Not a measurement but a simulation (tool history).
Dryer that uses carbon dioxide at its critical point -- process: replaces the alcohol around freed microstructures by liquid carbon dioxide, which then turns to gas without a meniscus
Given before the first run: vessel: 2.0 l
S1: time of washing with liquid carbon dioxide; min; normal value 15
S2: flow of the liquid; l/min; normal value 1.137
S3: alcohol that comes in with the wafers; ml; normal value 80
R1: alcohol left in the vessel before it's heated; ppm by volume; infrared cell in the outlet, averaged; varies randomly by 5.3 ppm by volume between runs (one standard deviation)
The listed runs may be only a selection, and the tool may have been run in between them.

run,hour,S1,S2,S3,R1
1,0.0,15,1.137,80,159
2,14.3,15,1.137,80,160
3,31.3,15,1.137,80,148
# hour 54.2: inlet filter changed
4,54.2,22,1.137,80,23
5,68.4,15,0.800,80,680
6,90.4,15,1.137,80,129
7,119.2,15,1.137,80,139
8,142.0,15,1.890,80,32
9,169.4,15,1.890,80,55
10,192.5,15,1.890,80,55
11,220.9,15,1.890,80,58
12,246.8,15,1.890,80,64
13,262.0,15,0.690,80,1274
14,283.2,15,0.690,80,1303
15,312.9,15,0.690,80,1328
16,345.0,15,0.690,80,1303
17,377.8,15,1.050,80,273
18,407.6,17,1.380,33,97
19,432.0,17,1.380,33,108

Expected results for the next run?
20,451.5,15,1.380,51,?

R1: 117 ppm by volume
Had the tool carried no hidden state, the very same run would have given R1 11 ppm by volume.

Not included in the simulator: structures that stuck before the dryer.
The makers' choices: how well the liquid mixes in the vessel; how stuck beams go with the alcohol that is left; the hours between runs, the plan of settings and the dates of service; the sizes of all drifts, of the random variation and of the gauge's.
